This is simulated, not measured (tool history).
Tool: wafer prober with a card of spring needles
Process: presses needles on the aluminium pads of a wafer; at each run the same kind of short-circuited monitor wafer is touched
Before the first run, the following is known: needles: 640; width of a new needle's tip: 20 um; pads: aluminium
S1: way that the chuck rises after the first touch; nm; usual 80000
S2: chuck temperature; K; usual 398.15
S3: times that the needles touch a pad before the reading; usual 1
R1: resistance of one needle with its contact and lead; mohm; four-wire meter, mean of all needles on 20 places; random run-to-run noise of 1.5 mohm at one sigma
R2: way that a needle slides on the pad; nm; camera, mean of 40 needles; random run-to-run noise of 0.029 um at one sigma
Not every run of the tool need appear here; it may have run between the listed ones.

| run | hour | S1 | S2 | S3 | R1 | R2 |
|---|---|---|---|---|---|---|
| 1 | 0 | 80000 | 398.15 | 1 | 138 | 19390 |
|  | 11.4 | tips cleaned on abrasive film |
|  | 25.1 | tips cleaned on abrasive film |
| 2 | 30.9 | 80000 | 398.15 | 1 | 161 | 19400 |
|  | 38.8 | tips cleaned on abrasive film |
|  | 50.1 | tips cleaned on abrasive film |
|  | 62.2 | tips cleaned on abrasive film |
| 3 | 62.3 | 80000 | 398.15 | 1 | 136 | 19410 |
|  | 74.4 | tips cleaned on abrasive film |
|  | 88 | tips cleaned on abrasive film |
| 4 | 93.3 | 77000 | 398.15 | 1 | 159 | 18650 |
|  | 101.2 | tips cleaned on abrasive film |
|  | 113.2 | tips cleaned on abrasive film |
| 5 | 120 | 80000 | 314.15 | 1 | 156 | 19320 |
|  | 125.1 | tips cleaned on abrasive film |
|  | 138 | tips cleaned on abrasive film |
|  | 149.6 | tips cleaned on abrasive film |
| 6 | 149.6 | 80000 | 398.15 | 1 | 138 | 19330 |
|  | 161.5 | tips cleaned on abrasive film |
|  | 161.8 | height of the first contact set anew |
| 7 | 167.2 | 80000 | 398.15 | 1 | 162 | 19270 |
|  | 175.1 | tips cleaned on abrasive film |
|  | 188.5 | tips cleaned on abrasive film |
| 8 | 199 | 80000 | 334.15 | 1 | 173 | 19190 |
|  | 200.5 | tips cleaned on abrasive film |
|  | 212 | tips cleaned on abrasive film |
|  | 224.3 | tips cleaned on abrasive film |
| 9 | 227.3 | 80000 | 398.15 | 2 | 143 | 19180 |
|  | 237 | tips cleaned on abrasive film |
|  | 250.8 | tips cleaned on abrasive film |
| 10 | 258.4 | 80000 | 398.15 | 1 | 169 | 19150 |
|  | 263.4 | tips cleaned on abrasive film |
| 11 | 273.4 | 80000 | 398.15 | 1 | 172 | 19160 |
|  | 276.2 | tips cleaned on abrasive film |
|  | 288.4 | tips cleaned on abrasive film |
| 12 | 298.1 | 80000 | 398.15 | 1 | 172 | 19140 |
|  | 299.8 | tips cleaned on abrasive film |
|  | 305.3 | height of the first contact set anew, once more |
|  | 311.5 | tips cleaned on abrasive film |
|  | 323.1 | tips cleaned on abrasive film |
| 13 | 331.6 | 80000 | 398.15 | 1 | 169 | 19510 |
|  | 334.4 | tips cleaned on abrasive film |
|  | 346 | tips cleaned on abrasive film |
| 14 | 352.6 | 80000 | 398.15 | 1 | 161 | 19460 |
|  | 359.4 | tips cleaned on abrasive film |
| 15 | 367.4 | 80000 | 398.15 | 1 | 165 | 19500 |

For run 16, what comes out?
|  | 371.2 | tips cleaned on abrasive film |
|  | 383.9 | tips cleaned on abrasive film |
| 16 | 394.1 | 80000 | 348.15 | 1 | ? | ? |

For run 16 the tool returned R1 175 mohm, R2 19440 nm.
Take away the tool's hidden state, keep the run-to-run variation as it was, and the same run would have given R1 127 mohm, R2 19510 nm.
